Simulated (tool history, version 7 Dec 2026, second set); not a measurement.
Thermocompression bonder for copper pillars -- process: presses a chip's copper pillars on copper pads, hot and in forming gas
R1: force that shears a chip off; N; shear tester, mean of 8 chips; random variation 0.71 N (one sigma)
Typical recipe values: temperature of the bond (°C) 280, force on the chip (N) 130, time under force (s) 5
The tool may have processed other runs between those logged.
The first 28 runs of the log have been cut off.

{"run": 29, "hour": 294.8, "temperature of the bond (°C)": 268, "force on the chip (N)": 91, "time under force (s)": 5, "R1": 39.3}
{"run": 30, "hour": 300.5, "temperature of the bond (°C)": 268, "force on the chip (N)": 91, "time under force (s)": 5, "R1": 41}
{"run": 31, "hour": 308.4, "temperature of the bond (°C)": 292, "force on the chip (N)": 111, "time under force (s)": 9, "R1": 64.1}
{"run": 32, "hour": 318.4, "temperature of the bond (°C)": 283, "force on the chip (N)": 150, "time under force (s)": 3, "R1": 50.8}
{"run": 33, "hour": 331.7, "temperature of the bond (°C)": 283, "force on the chip (N)": 150, "time under force (s)": 3, "R1": 51.8}
{"hour": 335.4, "done": "forming gas filter changed"}
{"run": 34, "hour": 344.8, "temperature of the bond (°C)": 272, "force on the chip (N)": 130, "time under force (s)": 11, "R1": 68.1}
{"run": 35, "hour": 358.4, "temperature of the bond (°C)": 282, "force on the chip (N)": 122, "time under force (s)": 11, "R1": 71.2}
{"run": 36, "hour": 364.7, "temperature of the bond (°C)": 282, "force on the chip (N)": 122, "time under force (s)": 11, "R1": 70.3}

Below are 5 alternative next runs, each starting from the tool's condition after run 36. Predict each:
{"run": "A", "hour": 370.9, "temperature of the bond (°C)": 280, "force on the chip (N)": 102, "time under force (s)": 6, "R1": "?"}
{"run": "B", "hour": 370.9, "temperature of the bond (°C)": 299, "force on the chip (N)": 120, "time under force (s)": 12, "R1": "?"}
{"run": "C", "hour": 370.9, "temperature of the bond (°C)": 256, "force on the chip (N)": 83, "time under force (s)": 10, "R1": "?"}
{"run": "D", "hour": 370.9, "temperature of the bond (°C)": 282, "force on the chip (N)": 151, "time under force (s)": 11, "R1": "?"}
{"run": "E", "hour": 370.9, "temperature of the bond (°C)": 280, "force on the chip (N)": 87, "time under force (s)": 7, "R1": "?"}

run=A R1=52.6
run=B R1=78
run=C R1=45.7
run=D R1=76.7
run=E R1=50.6
Without the tool's unlogged condition, the same runs would have read:
run=A R1=52
run=B R1=78
run=C R1=45.1
run=D R1=76.6
run=E R1=50

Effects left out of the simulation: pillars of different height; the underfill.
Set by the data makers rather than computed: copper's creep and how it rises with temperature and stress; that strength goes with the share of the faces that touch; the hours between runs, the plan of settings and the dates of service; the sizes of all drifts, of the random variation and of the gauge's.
